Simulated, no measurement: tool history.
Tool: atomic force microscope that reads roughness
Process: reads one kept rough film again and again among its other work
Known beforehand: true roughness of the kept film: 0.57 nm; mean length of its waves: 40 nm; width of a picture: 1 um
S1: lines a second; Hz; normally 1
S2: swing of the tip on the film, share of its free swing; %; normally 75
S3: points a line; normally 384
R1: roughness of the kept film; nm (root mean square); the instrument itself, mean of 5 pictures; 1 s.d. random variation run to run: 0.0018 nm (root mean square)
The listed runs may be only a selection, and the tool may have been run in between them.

run 1 hour=0 | S1=1 S2=75 S3=384 | R1=0.531
run 2 hour=9.4 | S1=1 S2=75 S3=384 | R1=0.535
run 3 hour=18.8 | S1=1 S2=75 S3=384 | R1=0.532
run 4 hour=24.5 | S1=1 S2=75 S3=373 | R1=0.53
run 5 hour=32.9 | S1=1 S2=75 S3=384 | R1=0.533
run 6 hour=41.1 | S1=1 S2=75 S3=384 | R1=0.533
run 7 hour=48.1 | S1=1 S2=75 S3=543 | R1=0.537
run 8 hour=55 | S1=1 S2=75 S3=543 | R1=0.533
run 9 hour=61.6 | S1=1 S2=75 S3=543 | R1=0.53
run 10 hour=73.1 | S1=1 S2=75 S3=543 | R1=0.532
run 11 hour=80.1 | S1=1 S2=75 S3=384 | R1=0.534
run 12 hour=91.3 | S1=1 S2=75 S3=384 | R1=0.536
run 13 hour=97 | S1=1 S2=75 S3=384 | R1=0.537
run 14 hour=103.9 | S1=1 S2=75 S3=384 | R1=0.537
run 15 hour=109.5 | S1=1 S2=75 S3=601 | R1=0.538
run 16 hour=119.9 | S1=1 S2=75 S3=601 | R1=0.538
run 17 hour=132.1 | S1=1 S2=75 S3=601 | R1=0.537
run 18 hour=139.5 | S1=1 S2=75 S3=601 | R1=0.535
run 19 hour=150 | S1=1 S2=75 S3=601 | R1=0.533
run 20 hour=155.9 | S1=3.87 S2=75 S3=384 | R1=0.478
run 21 hour=162.7 | S1=3.87 S2=75 S3=384 | R1=0.477
run 22 hour=172.3 | S1=3.87 S2=75 S3=384 | R1=0.475
run 23 hour=179 | S1=3.87 S2=75 S3=384 | R1=0.476
run 24 hour=185.6 | S1=1 S2=75 S3=489 | R1=0.53
run 25 hour=198.1 | S1=1 S2=75 S3=384 | R1=0.537
run 26 hour=206.8 | S1=0.75 S2=75 S3=384 | R1=0.542
run 27 hour=211.9 | S1=0.75 S2=75 S3=384 | R1=0.543
run 28 hour=222.7 | S1=2.93 S2=78 S3=360 | R1=0.486
run 29 hour=233.9 | S1=1 S2=67 S3=384 | R1=0.544
run 30 hour=241.8 | S1=0.76 S2=72 S3=384 | R1=0.544
run 31 hour=251.8 | S1=0.76 S2=72 S3=384 | R1=0.544
run 32 hour=260.6 | S1=0.94 S2=76 S3=638 | R1=0.538
run 33 hour=269.2 | S1=0.94 S2=76 S3=638 | R1=0.536
run 34 hour=277 | S1=1.44 S2=57 S3=638 | R1=0.549
run 35 hour=282.5 | S1=1.44 S2=85 S3=638 | R1=0.507
run 36 hour=290.7 | S1=2.75 S2=60 S3=916 | R1=0.535
run 37 hour=298.3 | S1=1.2 S2=64 S3=471 | R1=0.539
run 38 hour=307.5 | S1=1 S2=65 S3=384 | R1=0.543
run 39 hour=312.2 | S1=1.76 S2=65 S3=289 | R1=0.529
run 40 hour=322.2 | S1=0.7 S2=75 S3=446 | R1=0.541
run 41 hour=334.2 | S1=0.7 S2=75 S3=446 | R1=0.544
run 42 hour=342.6 | S1=3.36 S2=62 S3=1009 | R1=0.526
run 43 hour=349.3 | S1=3.36 S2=62 S3=1009 | R1=0.526
run 44 hour=356.2 | S1=1 S2=83 S3=269 | R1=0.524
run 45 hour=364.3 | S1=1 S2=83 S3=269 | R1=0.523
run 46 hour=375 | S1=1.32 S2=75 S3=287 | R1=0.526
run 47 hour=385.5 | S1=0.63 S2=84 S3=273 | R1=0.529
run 48 hour=390.7 | S1=1 S2=75 S3=907 | R1=0.537
run 49 hour=402.4 | S1=1 S2=75 S3=907 | R1=0.537
run 50 hour=411.8 | S1=1 S2=62 S3=797 | R1=0.546
run 51 hour=420.1 | S1=1.65 S2=63 S3=398 | R1=0.541
run 52 hour=427.9 | S1=0.71 S2=73 S3=423 | R1=0.544

Not shown here: 4 entries made in the log between runs. Locate each between two listed runs and compare the hidden state at the listed run before it with the hidden state at the listed run after it:
In the gap between runs 11 and 12: new tip fitted (hour 87.6)
  radius of the tip, nm: 13.1 -> 5.6; height scale over the true one, %: -0.47 -> -0.49
  the result without the hidden state subtracted from the measured one, R1: -0.008 -> -0.003 nm (root mean square)
In the gap between runs 16 and 17: height scale calibrated on a step standard (hour 121.5)
  radius of the tip, nm: 6.5 -> 7; height scale over the true one, %: -0.55 -> -0.93
  the result without the hidden state subtracted from the measured one, R1: -0.004 -> -0.006 nm (root mean square)
In the gap between runs 24 and 25: height scale calibrated on a step standard, once more (hour 187.3)
  radius of the tip, nm: 8.8 -> 9.2; height scale over the true one, %: -1.03 -> -0.16
  the result without the hidden state subtracted from the measured one, R1: -0.009 -> -0.004 nm (root mean square)
In the gap between runs 40 and 41: new tip fitted (hour 333.3)
  radius of the tip, nm: 13.4 -> 5.3; height scale over the true one, %: -0.39 -> -0.41
  the result without the hidden state subtracted from the measured one, R1: -0.008 -> -0.002 nm (root mean square)
